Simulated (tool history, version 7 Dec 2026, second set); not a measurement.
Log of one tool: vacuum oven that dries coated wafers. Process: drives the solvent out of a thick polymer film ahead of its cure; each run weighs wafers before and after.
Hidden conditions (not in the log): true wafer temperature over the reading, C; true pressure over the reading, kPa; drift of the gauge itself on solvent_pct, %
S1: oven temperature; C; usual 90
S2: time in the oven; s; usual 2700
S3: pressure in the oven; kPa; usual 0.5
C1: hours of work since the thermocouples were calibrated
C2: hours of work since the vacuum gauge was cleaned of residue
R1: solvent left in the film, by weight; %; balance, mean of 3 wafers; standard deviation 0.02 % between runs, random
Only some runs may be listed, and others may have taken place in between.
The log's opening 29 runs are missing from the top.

{"run": 30, "day": 36.688, "S1": 101, "S2": 1500, "S3": 1.671, "C1": 760, "C2": 108, "R1": 4.25}
{"run": 31, "day": 38.333, "S1": 90, "S2": 2640, "S3": 1.712, "C1": 776, "C2": 125, "R1": 4.49}
{"run": 32, "day": 39.558, "S1": 90, "S2": 2640, "S3": 1.712, "C1": 789, "C2": 137, "R1": 4.49}
{"run": 33, "day": 40.696, "S1": 88, "S2": 2640, "S3": 1.712, "C1": 800, "C2": 149, "R1": 5.08}
{"run": 34, "day": 41.696, "S1": 88, "S2": 2640, "S3": 1.712, "C1": 810, "C2": 159, "R1": 5.08}
{"run": 35, "day": 43.246, "S1": 75, "S2": 4200, "S3": 0.35, "C1": 826, "C2": 174, "R1": 6.11}
{"run": 36, "day": 45.017, "S1": 85, "S2": 1620, "S3": 0.5, "C1": 843, "C2": 192, "R1": 8.14}
{"run": 37, "day": 46.171, "S1": 85, "S2": 1620, "S3": 0.5, "C1": 855, "C2": 204, "R1": 8.2}
{"run": 38, "day": 46.992, "S1": 85, "S2": 1620, "S3": 0.5, "C1": 863, "C2": 212, "R1": 8.19}
{"run": 39, "day": 48.238, "S1": 90, "S2": 3660, "S3": 1.39, "C1": 876, "C2": 225, "R1": 2.81}
{"run": 40, "day": 49.312, "S1": 97, "S2": 2700, "S3": 0.5, "C1": 887, "C2": 235, "R1": 2.13}
{"run": 41, "day": 50.846, "S1": 84, "S2": 2400, "S3": 0.827, "C1": 902, "C2": 251, "R1": 6.52}
{"run": 42, "day": 51.812, "S1": 79, "S2": 2700, "S3": 0.5, "C1": 912, "C2": 260, "R1": 7.34}
{"run": 43, "day": 53.304, "S1": 103, "S2": 2700, "S3": 0.309, "C1": 927, "C2": 275, "R1": 1.05}
{"run": 44, "day": 54.108, "S1": 103, "S2": 2700, "S3": 0.309, "C1": 935, "C2": 283, "R1": 1.05}
{"run": 45, "day": 55.042, "S1": 103, "S2": 2700, "S3": 0.309, "C1": 944, "C2": 293, "R1": 1.06}
{"run": 46, "day": 56.546, "S1": 97, "S2": 2820, "S3": 0.663, "C1": 959, "C2": 308, "R1": 2.04}
{"run": 47, "day": 58.025, "S1": 78, "S2": 2280, "S3": 0.5, "C1": 974, "C2": 323, "R1": 8.5}

Predict each of these 3 candidate next runs independently; none follows another, all start after run 47:
{"run": "A", "day": 58.95, "S1": 100, "S2": 1860, "S3": 0.601, "C1": 983, "C2": 332, "R1": "?"}
{"run": "B", "day": 58.95, "S1": 90, "S2": 2700, "S3": 0.809, "C1": 983, "C2": 332, "R1": "?"}
{"run": "C", "day": 58.95, "S1": 77, "S2": 2280, "S3": 0.382, "C1": 983, "C2": 332, "R1": "?"}

run=A R1=3.15
run=B R1=3.98
run=C R1=8.7
Without the tool's hidden state the same runs would have given:
run=A R1=3.26
run=B R1=4.1
run=C R1=8.82
